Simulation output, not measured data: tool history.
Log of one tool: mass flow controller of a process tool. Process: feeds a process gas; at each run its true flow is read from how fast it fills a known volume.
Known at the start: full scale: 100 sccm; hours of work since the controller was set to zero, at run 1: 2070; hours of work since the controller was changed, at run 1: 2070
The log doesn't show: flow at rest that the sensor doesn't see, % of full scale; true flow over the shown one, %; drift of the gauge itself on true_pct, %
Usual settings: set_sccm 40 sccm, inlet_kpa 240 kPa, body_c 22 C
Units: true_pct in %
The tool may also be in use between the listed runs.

run     day  set_sccm  inlet_kpa  body_c  hours of work since the controller was set to zero  hours of work since the controller was changed  true_pct
  1       0        40        240      22                                                2070                                            2070     98.49
  2     9.8        40        240      32                                                2233                                            2233     99.66
  3  15.933        40        240      32                                                2334                                            2334     99.54
  4  25.058        40        240      22                                                2486                                            2486     98.43
  5  36.279        40        156      22                                                2671                                            2671     98.74
  6  41.312        40        156      22                                                2755                                            2755     98.96
  7  49.079        18        221      27                                                2884                                            2884      98.7
  8  57.158        27        221      27                                                3017                                            3017     98.83
  9  67.054        27        221      34                                                3181                                            3181     99.35
 10  76.671        40        159      32                                                3341                                            3341     99.66
 11  82.592        35        213      22                                                3439                                            3439     98.38
 12  91.204        35        213      22                                                3581                                            3581     98.42

Forecast each of these 4 alternatives for the next run:
  A  99.492        35        249      31                                                3719                                            3719         ?
  B  99.492        35        213      27                                                3719                                            3719         ?
  C  99.492        16        229      29                                                3719                                            3719         ?
  D  99.492        15        240      40                                                3719                                            3719         ?

run  true_pct
  A     98.93
  B     98.81
  C     98.59
  D     99.69
Without the tool's hidden state the same runs would have given:
run  true_pct
  A     99.22
  B      99.1
  C     98.87
  D     99.97
